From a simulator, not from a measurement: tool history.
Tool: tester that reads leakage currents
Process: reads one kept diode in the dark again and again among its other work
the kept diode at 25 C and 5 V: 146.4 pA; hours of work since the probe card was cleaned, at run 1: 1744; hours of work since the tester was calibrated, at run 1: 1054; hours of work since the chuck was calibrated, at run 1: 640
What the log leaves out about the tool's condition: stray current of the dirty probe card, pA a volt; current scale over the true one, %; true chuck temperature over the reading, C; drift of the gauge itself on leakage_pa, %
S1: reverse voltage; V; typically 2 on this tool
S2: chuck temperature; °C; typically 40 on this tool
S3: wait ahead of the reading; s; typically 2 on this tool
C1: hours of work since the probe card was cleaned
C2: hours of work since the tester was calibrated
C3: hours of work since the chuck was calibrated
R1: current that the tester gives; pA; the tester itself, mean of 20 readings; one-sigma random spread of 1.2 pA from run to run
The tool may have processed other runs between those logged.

run 1 day=0 | S1=2 S2=40 S3=2 | C1=1744 C2=1054 C3=640 | R1=390.8
run 2 day=2.033 | S1=1.45 S2=40 S3=2 | C1=1765 C2=1075 C3=661 | R1=350.25
run 3 day=5.858 | S1=1.45 S2=40 S3=2 | C1=1804 C2=1114 C3=700 | R1=350.48
run 4 day=8.429 | S1=1.45 S2=40 S3=2 | C1=1830 C2=1140 C3=726 | R1=352.14
run 5 day=11.908 | S1=2 S2=46 S3=2 | C1=1866 C2=1176 C3=762 | R1=636.98
run 6 day=15.092 | S1=2 S2=46 S3=2 | C1=1898 C2=1208 C3=795 | R1=629.71
run 7 day=18.888 | S1=2 S2=46 S3=2 | C1=1937 C2=1247 C3=833 | R1=636.17
run 8 day=21.675 | S1=2 S2=40 S3=2.63 | C1=1966 C2=1276 C3=862 | R1=393.75
run 9 day=25.375 | S1=2 S2=40 S3=2.63 | C1=2004 C2=1314 C3=900 | R1=395.73
run 10 day=28.496 | S1=2 S2=40 S3=2.63 | C1=2036 C2=1346 C3=932 | R1=396.49
run 11 day=30.517 | S1=5.22 S2=40 S3=2 | C1=2056 C2=1366 C3=953 | R1=561.78
run 12 day=33.354 | S1=5.22 S2=40 S3=2 | C1=2085 C2=1395 C3=982 | R1=562.98
run 13 day=37.362 | S1=2 S2=40 S3=2 | C1=2126 C2=1436 C3=1023 | R1=399.91
run 14 day=40.954 | S1=2 S2=40 S3=2 | C1=2163 C2=1473 C3=1059 | R1=398.68
run 15 day=44.792 | S1=2 S2=40 S3=2 | C1=2203 C2=1512 C3=1099 | R1=401.69
run 16 day=46.917 | S1=2 S2=40 S3=2 | C1=2224 C2=1534 C3=1120 | R1=401.72
run 17 day=48.704 | S1=2 S2=40 S3=2 | C1=2243 C2=1553 C3=1139 | R1=401.09
run 18 day=51.167 | S1=2 S2=40 S3=4.75 | C1=2268 C2=1578 C3=1164 | R1=400.63
run 19 day=52.896 | S1=2 S2=40 S3=5.47 | C1=2285 C2=1595 C3=1182 | R1=401.36
run 20 day=54.671 | S1=2 S2=40 S3=5.47 | C1=2304 C2=1614 C3=1200 | R1=402.4
run 21 day=56.942 | S1=2 S2=40 S3=5.47 | C1=2327 C2=1637 C3=1223 | R1=401.42
run 22 day=59.971 | S1=2 S2=25 S3=2 | C1=2358 C2=1668 C3=1254 | R1=116.09
run 23 day=63.662 | S1=1.67 S2=25 S3=3.36 | C1=2396 C2=1706 C3=1292 | R1=109.37
run 24 day=66.021 | S1=1.67 S2=25 S3=3.36 | C1=2420 C2=1730 C3=1316 | R1=109.56
run 25 day=68.833 | S1=1.67 S2=35 S3=1.69 | C1=2449 C2=1759 C3=1345 | R1=253.84
run 26 day=72.229 | S1=1.67 S2=35 S3=1.69 | C1=2483 C2=1793 C3=1380 | R1=253.85
run 27 day=74.567 | S1=4.23 S2=48 S3=4 | C1=2507 C2=1817 C3=1404 | R1=989.56
-- day=78.021 probe card cleaned and baked
run 28 day=78.812 | S1=15.68 S2=33 S3=2.78 | C1=8 C2=1859 C3=1446 | R1=459.85
run 29 day=81.912 | S1=15.68 S2=25 S3=2.48 | C1=40 C2=1891 C3=1477 | R1=229.89
run 30 day=85.662 | S1=15.13 S2=47 S3=0.32 | C1=78 C2=1930 C3=1516 | R1=1412.93
run 31 day=88.421 | S1=15.13 S2=32 S3=0.51 | C1=106 C2=1958 C3=1544 | R1=421.36
run 32 day=91.871 | S1=15.13 S2=32 S3=0.51 | C1=142 C2=1993 C3=1579 | R1=420.73
run 33 day=95.454 | S1=1.19 S2=29 S3=2 | C1=178 C2=2030 C3=1616 | R1=133.63

Forecast each of these 5 alternatives for the next run:
run A day=98.292 | S1=12.61 S2=28 S3=4.05 | C1=208 C2=2059 C3=1645 | R1=?
run B day=98.292 | S1=8.26 S2=29 S3=2 | C1=208 C2=2059 C3=1645 | R1=?
run C day=98.292 | S1=1.19 S2=29 S3=0.38 | C1=208 C2=2059 C3=1645 | R1=?
run D day=98.292 | S1=3.54 S2=46 S3=2.82 | C1=208 C2=2059 C3=1645 | R1=?
run E day=98.292 | S1=1.63 S2=54 S3=2.98 | C1=208 C2=2059 C3=1645 | R1=?

run=A R1=281.31
run=B R1=265.29
run=C R1=133.74
run=D R1=794.59
run=E R1=1115.18
The same runs, with their run-to-run variation unchanged, on a tool lacking any hidden condition would have given:
run=A R1=263.9
run=B R1=249.75
run=C R1=126.57
run=D R1=757.2
run=E R1=1066.09

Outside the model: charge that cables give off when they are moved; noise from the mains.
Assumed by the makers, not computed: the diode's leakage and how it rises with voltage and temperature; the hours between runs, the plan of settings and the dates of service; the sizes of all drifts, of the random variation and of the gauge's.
